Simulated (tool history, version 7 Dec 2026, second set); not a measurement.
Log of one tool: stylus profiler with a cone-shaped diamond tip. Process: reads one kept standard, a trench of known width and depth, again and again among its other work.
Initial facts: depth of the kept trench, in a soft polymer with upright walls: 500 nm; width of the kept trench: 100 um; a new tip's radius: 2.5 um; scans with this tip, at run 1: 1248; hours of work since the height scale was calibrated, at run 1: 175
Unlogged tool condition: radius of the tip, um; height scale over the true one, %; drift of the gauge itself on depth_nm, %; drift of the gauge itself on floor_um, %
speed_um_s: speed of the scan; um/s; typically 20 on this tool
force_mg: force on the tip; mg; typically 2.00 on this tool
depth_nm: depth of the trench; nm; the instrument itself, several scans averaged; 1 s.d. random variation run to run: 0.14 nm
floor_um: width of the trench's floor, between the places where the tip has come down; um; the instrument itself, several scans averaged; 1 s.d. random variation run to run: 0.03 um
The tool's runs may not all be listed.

run   hour  speed_um_s  force_mg  scans with this tip  hours of work since the height scale was calibrated  depth_nm  floor_um
  1    0.0          20      2.00                 1248                                                  175    502.94     96.95
  2   39.9          20      2.00                 1462                                                  205    503.07     96.98
  3   67.5          20      0.98                 1610                                                  225    502.00     96.96
  4  109.6          20      0.98                 1835                                                  257    502.00     96.89
  5  150.7          20      2.00                 2055                                                  288    503.09     96.96
  6  175.9          16      2.00                 2190                                                  307    503.06     96.97
  7  212.5          20      1.25                 2386                                                  334    502.28     96.91
  8  232.8          20      1.25                 2495                                                  349    502.42     96.89
  9  265.8          20      1.25                 2672                                                  374    502.10     96.97

Expected results for the next run?
 10  307.2          12      5.34                 2893                                                  405         ?         ?

Run 10 gave depth_nm 506.14 nm, floor_um 96.97 um.
With no hidden state in the tool, this same run would have given depth_nm 506.15 nm, floor_um 96.97 um.
